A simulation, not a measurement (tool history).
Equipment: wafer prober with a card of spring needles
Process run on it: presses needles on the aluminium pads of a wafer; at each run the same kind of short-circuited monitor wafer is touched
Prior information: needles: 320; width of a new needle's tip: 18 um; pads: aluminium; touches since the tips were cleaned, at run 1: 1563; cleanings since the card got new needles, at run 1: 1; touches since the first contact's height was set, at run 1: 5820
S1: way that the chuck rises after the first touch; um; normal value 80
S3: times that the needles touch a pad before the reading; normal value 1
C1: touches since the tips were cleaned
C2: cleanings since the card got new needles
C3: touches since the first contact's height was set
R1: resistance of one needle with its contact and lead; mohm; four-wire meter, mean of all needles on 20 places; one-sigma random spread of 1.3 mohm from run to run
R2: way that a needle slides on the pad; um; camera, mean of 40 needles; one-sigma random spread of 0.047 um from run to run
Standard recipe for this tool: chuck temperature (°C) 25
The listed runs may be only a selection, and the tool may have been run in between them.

{"run": 1, "hour": 0.0, "S1": 80, "chuck temperature (°C)": 25, "S3": 1, "C1": 1563, "C2": 1, "C3": 5820, "R1": 127, "R2": 16.87}
{"hour": 7.1, "done": "tips cleaned on abrasive film"}
{"run": 2, "hour": 12.6, "S1": 80, "chuck temperature (°C)": 25, "S3": 1, "C1": 1473, "C2": 2, "C3": 9170, "R1": 147, "R2": 16.93}
{"hour": 20.0, "done": "tips cleaned on abrasive film"}
{"run": 3, "hour": 20.7, "S1": 80, "chuck temperature (°C)": 25, "S3": 2, "C1": 188, "C2": 3, "C3": 11318, "R1": 112, "R2": 16.89}
{"hour": 33.7, "done": "tips cleaned on abrasive film"}
{"run": 4, "hour": 36.0, "S1": 80, "chuck temperature (°C)": 25, "S3": 2, "C1": 611, "C2": 4, "C3": 15391, "R1": 120, "R2": 16.87}
{"run": 5, "hour": 45.4, "S1": 80, "chuck temperature (°C)": 25, "S3": 1, "C1": 3123, "C2": 4, "C3": 17903, "R1": 139, "R2": 16.97}
{"hour": 46.8, "done": "tips cleaned on abrasive film"}
{"run": 6, "hour": 54.1, "S1": 80, "chuck temperature (°C)": 25, "S3": 1, "C1": 1933, "C2": 5, "C3": 20196, "R1": 129, "R2": 16.91}
{"hour": 60.0, "done": "tips cleaned on abrasive film"}
{"run": 7, "hour": 61.4, "S1": 80, "chuck temperature (°C)": 25, "S3": 1, "C1": 354, "C2": 6, "C3": 22125, "R1": 116, "R2": 16.95}
{"run": 8, "hour": 70.9, "S1": 63, "chuck temperature (°C)": 25, "S3": 1, "C1": 2916, "C2": 6, "C3": 24687, "R1": 150, "R2": 13.28}
{"hour": 73.2, "done": "tips cleaned on abrasive film"}
{"run": 9, "hour": 82.7, "S1": 63, "chuck temperature (°C)": 25, "S3": 1, "C1": 2557, "C2": 7, "C3": 27828, "R1": 147, "R2": 13.26}
{"hour": 86.4, "done": "tips cleaned on abrasive film"}
{"hour": 91.6, "done": "tips cleaned on abrasive film, once more"}
{"run": 10, "hour": 97.0, "S1": 63, "chuck temperature (°C)": 25, "S3": 1, "C1": 1462, "C2": 9, "C3": 31600, "R1": 134, "R2": 13.23}
{"hour": 105.3, "done": "tips cleaned on abrasive film"}
{"run": 11, "hour": 109.2, "S1": 63, "chuck temperature (°C)": 25, "S3": 1, "C1": 1049, "C2": 10, "C3": 34829, "R1": 134, "R2": 13.19}

Predict the results of run 12:
{"hour": 118.3, "done": "tips cleaned on abrasive film"}
{"run": 12, "hour": 120.1, "S1": 80, "chuck temperature (°C)": 25, "S3": 1, "C1": 480, "C2": 11, "C3": 37726, "R1": "?", "R2": "?"}

{"run 12": {"R1": 117, "R2": 16.86}}
Take away the tool's hidden state, keep the run-to-run variation as it was, and the same run would have given R1 110 mohm, R2 16.96 um.
